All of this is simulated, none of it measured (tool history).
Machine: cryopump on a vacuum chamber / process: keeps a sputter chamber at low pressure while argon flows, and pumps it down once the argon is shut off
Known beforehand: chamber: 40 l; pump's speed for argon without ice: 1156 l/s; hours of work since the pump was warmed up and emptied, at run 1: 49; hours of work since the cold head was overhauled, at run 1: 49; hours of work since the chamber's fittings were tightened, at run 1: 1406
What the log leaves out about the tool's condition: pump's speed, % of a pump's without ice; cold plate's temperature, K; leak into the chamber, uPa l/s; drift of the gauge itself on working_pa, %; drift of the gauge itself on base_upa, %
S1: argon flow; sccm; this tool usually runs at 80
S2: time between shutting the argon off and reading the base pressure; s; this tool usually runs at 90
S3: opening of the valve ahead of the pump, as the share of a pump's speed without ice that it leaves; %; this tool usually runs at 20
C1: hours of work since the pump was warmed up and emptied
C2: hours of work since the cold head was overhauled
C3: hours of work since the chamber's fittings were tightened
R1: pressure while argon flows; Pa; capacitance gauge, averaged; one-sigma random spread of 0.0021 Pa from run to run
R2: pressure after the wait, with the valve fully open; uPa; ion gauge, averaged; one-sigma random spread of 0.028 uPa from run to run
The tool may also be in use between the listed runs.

Run 1, hour 0.0: usual settings; C1 49; C2 49; C3 1406. Result: R1 0.5887 Pa, R2 3.77 uPa.
Run 2, hour 37.3: usual settings but S2 20 s; C1 76; C2 76; C3 1433. Result: R1 0.5851 Pa, R2 7.66 uPa.
Run 3, hour 98.8: usual settings but S3 50 %; C1 120; C2 120; C3 1477. Result: R1 0.2364 Pa, R2 3.82 uPa.
Run 4, hour 126.8: usual settings but S3 50 %; C1 141; C2 141; C3 1497. Result: R1 0.2356 Pa, R2 3.83 uPa.
Run 5, hour 180.3: usual settings but S3 50 %; C1 179; C2 179; C3 1536. Result: R1 0.2380 Pa, R2 3.97 uPa.
Run 6, hour 223.4: usual settings but S3 50 %; C1 210; C2 210; C3 1567. Result: R1 0.2377 Pa, R2 4.09 uPa.
Run 7, hour 268.6: usual settings but S3 50 %; C1 242; C2 242; C3 1599. Result: R1 0.2384 Pa, R2 4.00 uPa.
Run 8, hour 309.1: usual settings but S2 65 s; C1 272; C2 272; C3 1629. Result: R1 0.5961 Pa, R2 4.61 uPa.
Run 9, hour 370.9: usual settings but S2 65 s; C1 316; C2 316; C3 1673. Result: R1 0.5903 Pa, R2 4.58 uPa.
Run 10, hour 420.3: usual settings but S2 65 s; C1 352; C2 352; C3 1709. Result: R1 0.5925 Pa, R2 4.82 uPa.
Run 11, hour 467.3: usual settings but S2 178 s; C1 385; C2 385; C3 1742. Result: R1 0.5955 Pa, R2 3.77 uPa.
Run 12, hour 503.5: usual settings but S2 178 s; C1 411; C2 411; C3 1768. Result: R1 0.5949 Pa, R2 3.88 uPa.
Run 13, hour 558.0: usual settings but S2 178 s; C1 451; C2 451; C3 1808. Result: R1 0.5975 Pa, R2 3.97 uPa.
Run 14, hour 584.1: usual settings but S2 178 s; C1 469; C2 469; C3 1826. Result: R1 0.5979 Pa, R2 4.02 uPa.
Run 15, hour 646.9: usual settings; C1 515; C2 515; C3 1872. Result: R1 0.5948 Pa, R2 4.71 uPa.
At hour 681.0: leaking fittings of the chamber tightened, without venting.
Run 16, hour 686.7: usual settings; C1 542; C2 542; C3 4. Result: R1 0.5979 Pa, R2 1.37 uPa.
Run 17, hour 739.2: usual settings; C1 580; C2 580; C3 42. Result: R1 0.6007 Pa, R2 1.43 uPa.
Run 18, hour 770.8: usual settings but S1 36 sccm, S2 29 s; C1 602; C2 602; C3 65. Result: R1 0.2695 Pa, R2 3.74 uPa.
Run 19, hour 831.0: usual settings but S1 36 sccm, S2 29 s; C1 646; C2 646; C3 108. Result: R1 0.2709 Pa, R2 3.84 uPa.
Run 20, hour 885.6: usual settings but S1 59 sccm, S2 29 s, S3 30 %; C1 685; C2 685; C3 147. Result: R1 0.2979 Pa, R2 3.98 uPa.
Run 21, hour 931.2: usual settings but S2 170 s; C1 718; C2 718; C3 180. Result: R1 0.6017 Pa, R2 1.23 uPa.
Run 22, hour 967.5: usual settings but S1 40 sccm; C1 744; C2 744; C3 206. Result: R1 0.3035 Pa, R2 1.79 uPa.
Run 23, hour 1007.3: usual settings but S1 40 sccm; C1 772; C2 772; C3 235. Result: R1 0.3017 Pa, R2 1.89 uPa.
Run 24, hour 1047.4: usual settings but S1 40 sccm; C1 801; C2 801; C3 263. Result: R1 0.3019 Pa, R2 1.92 uPa.
Run 25, hour 1093.9: usual settings but S1 40 sccm, S2 75 s, S3 48 %; C1 835; C2 835; C3 297. Result: R1 0.1316 Pa, R2 2.16 uPa.
Run 26, hour 1133.0: usual settings but S2 267 s; C1 863; C2 863; C3 325. Result: R1 0.6045 Pa, R2 1.26 uPa.
At hour 1156.5: pump warmed up, emptied and cooled again.
Run 27, hour 1178.9: usual settings but S2 267 s; C1 16; C2 892; C3 354. Result: R1 0.5841 Pa, R2 1.20 uPa.
Run 28, hour 1207.7: usual settings but S2 267 s; C1 37; C2 913; C3 375. Result: R1 0.5848 Pa, R2 1.21 uPa.
Run 29, hour 1251.1: usual settings but S2 267 s; C1 68; C2 944; C3 406. Result: R1 0.5848 Pa, R2 1.27 uPa.
Run 30, hour 1305.3: usual settings but S2 267 s; C1 107; C2 983; C3 445. Result: R1 0.5855 Pa, R2 1.27 uPa.
Run 31, hour 1350.7: usual settings but S1 34 sccm, S2 116 s; C1 140; C2 1016; C3 478. Result: R1 0.2501 Pa, R2 1.83 uPa.
Run 32, hour 1404.3: usual settings but S1 82 sccm, S2 116 s, S3 31 %; C1 178; C2 1054; C3 517. Result: R1 0.3892 Pa, R2 1.97 uPa.
Run 33, hour 1456.0: usual settings but S1 48 sccm, S2 29 s, S3 21 %; C1 215; C2 1092; C3 554. Result: R1 0.3410 Pa, R2 4.52 uPa.
Run 34, hour 1510.4: usual settings but S1 48 sccm, S2 29 s, S3 21 %; C1 255; C2 1131; C3 593. Result: R1 0.3401 Pa, R2 4.60 uPa.

Alternative continuations, all from the tool just after run 34; predict every row:
Run A, hour 1571.2: usual settings but S1 91 sccm, S2 188 s, S3 40 %; C1 298; C2 1174; C3 637. Result: R1 ?, R2 ?.
Run B, hour 1571.2: usual settings but S1 81 sccm; C1 298; C2 1174; C3 637. Result: R1 ?, R2 ?.
Run C, hour 1571.2: usual settings but S3 24 %; C1 298; C2 1174; C3 637. Result: R1 ?, R2 ?.
Run D, hour 1571.2: usual settings but S1 73 sccm, S2 29 s, S3 17 %; C1 298; C2 1174; C3 637. Result: R1 ?, R2 ?.

run      R1    R2
  A  0.3417  1.83
  B  0.5979  2.48
  C  0.4976  2.37
  D  0.6355  4.68
Had the tool no hidden state, the same runs would have come out as:
run      R1    R2
  A  0.3331  0.77
  B  0.5902  1.39
  C  0.4900  1.29
  D  0.6286  3.58
